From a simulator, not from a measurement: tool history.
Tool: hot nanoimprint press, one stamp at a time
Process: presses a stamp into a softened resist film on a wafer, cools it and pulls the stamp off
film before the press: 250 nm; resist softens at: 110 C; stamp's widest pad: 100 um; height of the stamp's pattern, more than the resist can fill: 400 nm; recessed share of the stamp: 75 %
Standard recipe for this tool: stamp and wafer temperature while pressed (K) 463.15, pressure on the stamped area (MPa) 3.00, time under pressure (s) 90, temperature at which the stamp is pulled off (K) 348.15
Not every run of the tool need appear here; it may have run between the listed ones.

| run | day | stamp and wafer temperature while pressed (K) | pressure on the stamped area (MPa) | time under pressure (s) | temperature at which the stamp is pulled off (K) | resist left under the stamp's widest pad (Å) | greatest force while the stamp is pulled off (N) |
|---|---|---|---|---|---|---|---|
| 1 | 0.000 | 463.15 | 3.00 | 90 | 348.15 | 1003 | 276 |
| 2 | 0.417 | 463.15 | 3.00 | 90 | 347.15 | 1000 | 269 |
| 3 | 0.867 | 463.15 | 3.00 | 90 | 347.15 | 997 | 282 |
| 4 | 1.450 | 463.15 | 3.00 | 90 | 347.15 | 992 | 283 |
| 5 | 1.954 | 463.15 | 3.00 | 90 | 347.15 | 990 | 283 |
| 6 | 2.658 | 457.15 | 3.00 | 90 | 347.15 | 1248 | 297 |
| 7 | 3.654 | 463.15 | 3.00 | 90 | 348.15 | 995 | 285 |
| 8 | 4.483 | 463.15 | 3.00 | 90 | 348.15 | 991 | 295 |
| 9 | 5.421 | 472.15 | 3.00 | 90 | 348.15 | 709 | 305 |
| 10 | 6.292 | 463.15 | 3.22 | 90 | 348.15 | 952 | 303 |
|  | 6.654 | stamp cleaned and given a new release coat |
| 11 | 7.500 | 463.15 | 3.00 | 90 | 334.15 | 985 | 308 |
| 12 | 7.979 | 463.15 | 3.00 | 90 | 334.15 | 984 | 322 |
|  | 8.504 | plate thermocouple calibrated |
| 13 | 8.946 | 463.15 | 3.00 | 90 | 334.15 | 1023 | 330 |
| 14 | 9.883 | 463.15 | 3.00 | 90 | 334.15 | 1020 | 335 |
| 15 | 10.688 | 474.15 | 3.00 | 90 | 348.15 | 680 | 250 |
| 16 | 11.321 | 474.15 | 3.00 | 99 | 354.15 | 653 | 222 |
| 17 | 11.858 | 474.15 | 3.00 | 99 | 354.15 | 654 | 225 |
| 18 | 12.588 | 474.15 | 3.00 | 99 | 354.15 | 650 | 224 |
| 19 | 13.533 | 474.15 | 3.00 | 99 | 354.15 | 652 | 224 |
| 20 | 13.992 | 474.15 | 3.00 | 99 | 354.15 | 652 | 229 |
| 21 | 14.512 | 474.15 | 3.00 | 99 | 354.15 | 651 | 237 |
| 22 | 14.942 | 463.15 | 2.61 | 83 | 348.15 | 1118 | 274 |
| 23 | 15.904 | 463.15 | 2.78 | 82 | 348.15 | 1083 | 293 |
| 24 | 16.575 | 471.15 | 2.64 | 79 | 348.15 | 840 | 296 |
| 25 | 17.454 | 472.15 | 4.71 | 79 | 348.15 | 593 | 310 |
| 26 | 18.038 | 473.15 | 3.57 | 169 | 348.15 | 491 | 308 |
| 27 | 18.604 | 463.15 | 3.13 | 90 | 337.15 | 985 | 400 |
|  | 19.446 | stamp cleaned and given a new release coat |
| 28 | 19.546 | 451.15 | 2.46 | 113 | 344.15 | 1579 | 248 |
| 29 | 20.250 | 467.15 | 2.00 | 90 | 337.15 | 1061 | 300 |

Branching from run 29: 3 alternative next runs. What would each branch give?
| A | 20.750 | 467.15 | 3.90 | 90 | 349.15 | ? | ? |
| B | 20.750 | 461.15 | 3.22 | 136 | 348.15 | ? | ? |
| C | 20.750 | 459.15 | 3.90 | 90 | 348.15 | ? | ? |

| run | resist left under the stamp's widest pad (Å) | greatest force while the stamp is pulled off (N) |
|---|---|---|
| A | 751 | 227 |
| B | 903 | 237 |
| C | 1030 | 227 |
Stripped of hidden state, with their random variation kept, the same runs would have yielded:
| run | resist left under the stamp's widest pad (Å) | greatest force while the stamp is pulled off (N) |
|---|---|---|
| A | 760 | 223 |
| B | 918 | 233 |
| C | 1045 | 223 |
